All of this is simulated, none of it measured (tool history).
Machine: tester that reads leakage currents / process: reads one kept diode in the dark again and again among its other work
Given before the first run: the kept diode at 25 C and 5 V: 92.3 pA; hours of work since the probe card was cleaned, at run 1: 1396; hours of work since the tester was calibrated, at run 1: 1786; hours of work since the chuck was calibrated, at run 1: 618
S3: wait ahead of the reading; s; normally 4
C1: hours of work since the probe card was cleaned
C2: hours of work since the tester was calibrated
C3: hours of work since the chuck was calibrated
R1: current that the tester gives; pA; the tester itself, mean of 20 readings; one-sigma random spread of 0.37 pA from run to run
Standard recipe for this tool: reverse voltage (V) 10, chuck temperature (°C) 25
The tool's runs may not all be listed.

run 1 day=0 | reverse_voltage_(V)=10 chuck_temperature_(°C)=25 S3=4 | C1=1396 C2=1786 C3=618 | R1=125.49
run 2 day=2.112 | reverse_voltage_(V)=10 chuck_temperature_(°C)=25 S3=3.72 | C1=1433 C2=1822 C3=654 | R1=125.78
run 3 day=4.142 | reverse_voltage_(V)=10 chuck_temperature_(°C)=25 S3=3.72 | C1=1468 C2=1857 C3=689 | R1=126.39
run 4 day=5.696 | reverse_voltage_(V)=10 chuck_temperature_(°C)=51 S3=3.72 | C1=1494 C2=1884 C3=716 | R1=724.98
run 5 day=8.012 | reverse_voltage_(V)=10 chuck_temperature_(°C)=25 S3=4 | C1=1534 C2=1924 C3=755 | R1=126.62
run 6 day=9.158 | reverse_voltage_(V)=10 chuck_temperature_(°C)=25 S3=2.66 | C1=1553 C2=1943 C3=775 | R1=127.21
run 7 day=10.921 | reverse_voltage_(V)=10 chuck_temperature_(°C)=25 S3=2.47 | C1=1584 C2=1973 C3=805 | R1=126.19
run 8 day=13.188 | reverse_voltage_(V)=10 chuck_temperature_(°C)=25 S3=2.47 | C1=1623 C2=2012 C3=844 | R1=126.95
run 9 day=14.408 | reverse_voltage_(V)=10 chuck_temperature_(°C)=25 S3=3.75 | C1=1643 C2=2033 C3=865 | R1=127.56
run 10 day=16.058 | reverse_voltage_(V)=9.2 chuck_temperature_(°C)=25 S3=4 | C1=1672 C2=2061 C3=893 | R1=123.39
run 11 day=17.588 | reverse_voltage_(V)=17 chuck_temperature_(°C)=25 S3=4 | C1=1698 C2=2088 C3=920 | R1=157.01
run 12 day=19.892 | reverse_voltage_(V)=6.1 chuck_temperature_(°C)=25 S3=4.28 | C1=1737 C2=2127 C3=959 | R1=105.55
run 13 day=21.367 | reverse_voltage_(V)=16.2 chuck_temperature_(°C)=38 S3=1.75 | C1=1763 C2=2152 C3=984 | R1=385.09
run 14 day=22.942 | reverse_voltage_(V)=6.6 chuck_temperature_(°C)=25 S3=1.25 | C1=1790 C2=2179 C3=1011 | R1=109.41
run 15 day=23.892 | reverse_voltage_(V)=19.5 chuck_temperature_(°C)=26 S3=0.89 | C1=1806 C2=2196 C3=1028 | R1=181.88
run 16 day=25.85 | reverse_voltage_(V)=19.5 chuck_temperature_(°C)=26 S3=0.89 | C1=1840 C2=2229 C3=1061 | R1=180.82
run 17 day=28.046 | reverse_voltage_(V)=14.6 chuck_temperature_(°C)=26 S3=0.33 | C1=1877 C2=2267 C3=1099 | R1=163.03

Here are 4 independent what-if runs from the current tool condition. What would each one return?
run A day=29.438 | reverse_voltage_(V)=16.1 chuck_temperature_(°C)=25 S3=0.39 | C1=1901 C2=2291 C3=1123 | R1=?
run B day=29.438 | reverse_voltage_(V)=4.5 chuck_temperature_(°C)=34 S3=1.34 | C1=1901 C2=2291 C3=1123 | R1=?
run C day=29.438 | reverse_voltage_(V)=3.6 chuck_temperature_(°C)=25 S3=1.22 | C1=1901 C2=2291 C3=1123 | R1=?
run D day=29.438 | reverse_voltage_(V)=5.2 chuck_temperature_(°C)=26 S3=3.56 | C1=1901 C2=2291 C3=1123 | R1=?

run=A R1=158.74
run=B R1=179.31
run=C R1=87.31
run=D R1=107.92
With no hidden state in the tool, these same runs would have given:
run=A R1=147.41
run=B R1=169.15
run=C R1=81.82
run=D R1=101.05
